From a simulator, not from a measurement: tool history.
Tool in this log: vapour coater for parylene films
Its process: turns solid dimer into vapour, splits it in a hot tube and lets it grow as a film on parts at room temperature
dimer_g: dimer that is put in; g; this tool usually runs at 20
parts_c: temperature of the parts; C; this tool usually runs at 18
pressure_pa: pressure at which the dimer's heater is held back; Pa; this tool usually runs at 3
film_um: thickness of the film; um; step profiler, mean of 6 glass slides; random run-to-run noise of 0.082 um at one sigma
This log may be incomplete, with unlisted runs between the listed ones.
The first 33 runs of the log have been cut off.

run	hour	dimer_g	parts_c	pressure_pa	film_um
34	1323.6	30	11	2.07	17.7
# hour 1336.7: trap's valve overhauled
35	1381.9	23	11	5.8	12.07
36	1440.6	23	11	5.8	12.02
37	1493	23	24	3.62	9.98
38	1530.5	23	24	3.62	9.86
39	1563.6	20	18	6.92	8.32
40	1588.6	20	18	6.92	8.51
41	1638.8	20	18	6.92	8.34
42	1676.2	20	18	11.36	7.41
43	1711.3	20	12	11.3	8.38
44	1741.9	9	18	11.74	3.33
# hour 1790.2: table's thermometer calibrated
45	1799.3	10	18	6.37	4.2
46	1835.5	10	21	4.36	4.28
47	1859.8	20	18	5.51	8.77

The next listed run, before its measurement:
48	1898.1	20	18	5.51	?

film_um: 8.66 um
On a tool with no hidden condition, and with the same random variation, this run would have come out at film_um 9.52 um.
